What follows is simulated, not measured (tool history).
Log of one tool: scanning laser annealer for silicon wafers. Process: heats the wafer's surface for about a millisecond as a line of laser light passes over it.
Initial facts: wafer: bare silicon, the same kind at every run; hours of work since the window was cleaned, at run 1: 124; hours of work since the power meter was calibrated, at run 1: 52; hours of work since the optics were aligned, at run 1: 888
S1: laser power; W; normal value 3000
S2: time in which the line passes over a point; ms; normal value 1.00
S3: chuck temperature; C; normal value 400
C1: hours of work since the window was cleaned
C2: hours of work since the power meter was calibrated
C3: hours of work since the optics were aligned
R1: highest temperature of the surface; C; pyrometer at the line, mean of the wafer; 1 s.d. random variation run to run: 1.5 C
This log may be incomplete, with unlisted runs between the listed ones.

run   hour    S1    S2   S3   C1   C2    C3    R1
  1    0.0  3000  1.00  400  124   52   888  1173
  2   27.2  3000  1.00  400  136   64   900  1172
  3   57.4  3000  1.00  400  150   77   913  1170
  4   82.6  3132  1.00  400  161   88   924  1205
  5   97.2  2621  1.00  400  167   95   930  1058
  6  123.0  2621  1.00  400  179  106   942  1060
  7  148.9  2621  1.00  400  190  117   953  1058
  8  175.4  3000  1.00  400  202  129   965  1169
  9  192.0  3000  0.80  400  209  136   972  1087
 10  210.5  3000  0.80  400  217  144   980  1089
 11  238.1  3000  0.80  400  229  157   992  1087
 12  260.2  3000  0.80  400  239  166  1002  1087
 13  276.2  3000  0.80  400  246  173  1009  1087
 14  293.2  3000  0.80  400  254  181  1017  1085
 15  312.7  3000  0.96  400  262  190  1025  1147
 16  333.6  3000  0.96  400  271  199  1035  1149
 17  361.0  3000  0.96  371  283  211  1047  1120
 18  382.5  3128  1.03  382  293  220  1056  1193
 19  405.1  2708  0.98  438  303  230  1066  1108
 20  434.8  2676  1.00  381  316  243  1079  1047
 21  452.5  2866  0.92  430  324  251  1087  1118
     456.8  -- window over the wafer cleaned
 22  481.1  2866  0.92  397   11  263  1099  1107
 23  508.4  3270  0.73  407   23  275  1111  1146
 24  532.1  3118  0.98  423   33  285  1121  1227
 25  547.0  2916  0.79  361   40  292  1128  1036
 26  562.6  2916  0.79  361   47  299  1135  1035
 27  588.6  2916  0.79  362   58  310  1146  1033
 28  609.2  2916  0.79  362   67  319  1155  1034

Below, some changes in R1 between adjacent runs. For each, the amount present without the hidden state too (settings, incoming material, random variation) and the amount remaining for the hidden state with gauge scatter not shared by both compared results:
Hidden state present: light that passes the window, % of a clean one's; laser's true power over the reading, %; width of the line over the set one, %; drift of the gauge itself on peak_c, C.
Run 4 -> 5: S1 3132 -> 2621. R1 -147 C: hidden state +5, all else -152.
Run 21 -> 22: S3 430 -> 397, window over the wafer cleaned. R1 -11 C: hidden state +21, all else -32.
Run 24 -> 25: S1 3118 -> 2916, S2 0.98 -> 0.79, S3 423 -> 361. R1 -191 C: hidden state +3, all else -194.
